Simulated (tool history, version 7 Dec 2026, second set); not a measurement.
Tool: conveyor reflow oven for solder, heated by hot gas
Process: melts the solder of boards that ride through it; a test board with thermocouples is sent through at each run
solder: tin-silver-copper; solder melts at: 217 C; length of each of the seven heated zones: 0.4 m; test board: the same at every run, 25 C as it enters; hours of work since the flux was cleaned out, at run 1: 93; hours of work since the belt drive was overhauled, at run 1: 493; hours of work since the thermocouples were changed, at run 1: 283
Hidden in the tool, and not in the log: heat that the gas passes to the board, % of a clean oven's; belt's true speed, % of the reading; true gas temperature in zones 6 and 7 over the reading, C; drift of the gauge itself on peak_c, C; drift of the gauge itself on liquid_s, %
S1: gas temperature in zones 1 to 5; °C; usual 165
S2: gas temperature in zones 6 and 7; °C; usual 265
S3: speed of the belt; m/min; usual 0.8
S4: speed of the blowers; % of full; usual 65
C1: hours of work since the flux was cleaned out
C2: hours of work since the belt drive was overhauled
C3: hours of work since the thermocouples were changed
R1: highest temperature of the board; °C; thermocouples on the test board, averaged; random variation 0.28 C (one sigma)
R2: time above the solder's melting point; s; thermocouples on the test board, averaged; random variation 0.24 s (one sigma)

Run 1, hour 0: usual settings; C1 93; C2 493; C3 283. Result: R1 245.6 °C, R2 38 s.
Run 2, hour 12.5: usual settings; C1 102; C2 502; C3 291. Result: R1 245.5 °C, R2 38.4 s.
Run 3, hour 29.9: usual settings but S1 155 °C; C1 114; C2 514; C3 304. Result: R1 243.1 °C, R2 34.7 s.
Run 4, hour 46.4: usual settings but S1 155 °C; C1 125; C2 525; C3 315. Result: R1 243.4 °C, R2 34 s.
Run 5, hour 57.9: usual settings but S1 154 °C; C1 133; C2 533; C3 323. Result: R1 243 °C, R2 33.6 s.
Run 6, hour 75: usual settings but S3 0.759 m/min; C1 145; C2 545; C3 335. Result: R1 246.8 °C, R2 41.6 s.
Run 7, hour 85.1: usual settings but S1 166 °C, S3 0.759 m/min; C1 152; C2 552; C3 342. Result: R1 246.9 °C, R2 42.1 s.
Run 8, hour 99.4: usual settings but S1 166 °C, S3 0.759 m/min; C1 162; C2 562; C3 352. Result: R1 247.1 °C, R2 41.6 s.
Run 9, hour 109: usual settings but S1 166 °C, S3 0.759 m/min; C1 169; C2 569; C3 358. Result: R1 246.9 °C, R2 41.6 s.
Run 10, hour 116.6: usual settings; C1 174; C2 574; C3 364. Result: R1 244.8 °C, R2 37.6 s.
Run 11, hour 126.1: usual settings; C1 180; C2 581; C3 370. Result: R1 244.6 °C, R2 37.6 s.
Run 12, hour 135.5: usual settings; C1 187; C2 587; C3 377. Result: R1 244.6 °C, R2 37.3 s.
Run 13, hour 152.8: usual settings but S3 0.855 m/min; C1 199; C2 599; C3 389. Result: R1 242 °C, R2 32 s.
Run 14, hour 166.1: usual settings but S3 0.855 m/min; C1 208; C2 608; C3 398. Result: R1 241.1 °C, R2 32.3 s.
Run 15, hour 178.6: usual settings but S3 0.855 m/min; C1 217; C2 617; C3 407. Result: R1 240.8 °C, R2 32.2 s.
Run 16, hour 187.9: usual settings but S3 0.782 m/min; C1 223; C2 624; C3 413. Result: R1 245.1 °C, R2 38.7 s.
Run 17, hour 198.9: usual settings but S2 273 °C; C1 231; C2 631; C3 421. Result: R1 250.7 °C, R2 41.3 s.
At hour 212.5: flux residue cleaned out of gas plates and filters.
Run 18, hour 220.4: usual settings but S1 166 °C, S2 273 °C, S4 71 % of full; C1 5; C2 643; C3 432. Result: R1 251 °C, R2 42 s.
Run 19, hour 233.7: usual settings but S2 267 °C, S3 0.955 m/min; C1 15; C2 652; C3 442. Result: R1 236.5 °C, R2 23.3 s.
Run 20, hour 247.2: usual settings but S1 174 °C, S4 75 % of full; C1 24; C2 661; C3 451. Result: R1 246.3 °C, R2 41.4 s.
Run 21, hour 257: usual settings but S1 162 °C, S4 57 % of full; C1 31; C2 668; C3 458. Result: R1 238.5 °C, R2 30.4 s.
Run 22, hour 274.6: usual settings but S1 156 °C, S2 279 °C, S3 0.734 m/min, S4 66 % of full; C1 43; C2 680; C3 470. Result: R1 255.4 °C, R2 46.9 s.
Run 23, hour 288.6: usual settings but S4 58 % of full; C1 53; C2 690; C3 480. Result: R1 239.1 °C, R2 31.8 s.
Run 24, hour 298.5: usual settings but S1 161 °C, S2 255 °C, S3 0.647 m/min, S4 84 % of full; C1 60; C2 697; C3 487. Result: R1 243 °C, R2 46.6 s.
At hour 310.7: flux residue cleaned out of gas plates and filters, once more.
Run 25, hour 311.5: usual settings but S1 152 °C; C1 1; C2 702; C3 492. Result: R1 243.2 °C, R2 34.6 s.
Run 26, hour 329.3: usual settings but S1 162 °C, S2 259 °C; C1 13; C2 715; C3 504. Result: R1 240.3 °C, R2 33.7 s.
Run 27, hour 341.4: usual settings but S1 162 °C, S2 278 °C, S4 60 % of full; C1 21; C2 723; C3 513. Result: R1 254.4 °C, R2 43.2 s.
Run 28, hour 352.4: usual settings but S1 162 °C, S2 278 °C, S4 60 % of full; C1 29; C2 731; C3 521. Result: R1 254.2 °C, R2 43.4 s.
Run 29, hour 368.1: usual settings but S1 177 °C, S2 255 °C, S3 0.657 m/min, S4 54 % of full; C1 40; C2 742; C3 531. Result: R1 241.3 °C, R2 48.9 s.
Run 30, hour 377.7: usual settings but S1 161 °C, S2 255 °C, S3 0.657 m/min, S4 54 % of full; C1 46; C2 748; C3 538. Result: R1 238.5 °C, R2 40.2 s.
Run 31, hour 392.5: usual settings but S1 161 °C, S2 255 °C, S3 0.657 m/min, S4 54 % of full; C1 57; C2 759; C3 548. Result: R1 239 °C, R2 41 s.

How the hidden state differs across the entries between the runs, from the last listed run before each to the first after it:
Between runs 17 and 18: flux residue cleaned out of gas plates and filters (hour 212.5)
  heat that the gas passes to the board, % of a clean oven's: 90.1 -> 84.2; belt's true speed, % of the reading: 98.68 -> 98.65; true gas temperature in zones 6 and 7 over the reading, C: -1.24 -> -1.28
  measured less the result without the state, R1: -3.1 -> -4.9 °C; R2: -1.6 -> -2.9 s
Between runs 24 and 25: flux residue cleaned out of gas plates and filters, once more (hour 310.7)
  heat that the gas passes to the board, % of a clean oven's: 82.2 -> 99.8; belt's true speed, % of the reading: 98.53 -> 98.52; true gas temperature in zones 6 and 7 over the reading, C: -1.46 -> -1.47
  measured less the result without the state, R1: -4.6 -> -0.8 °C; R2: -4.7 -> +0.1 s
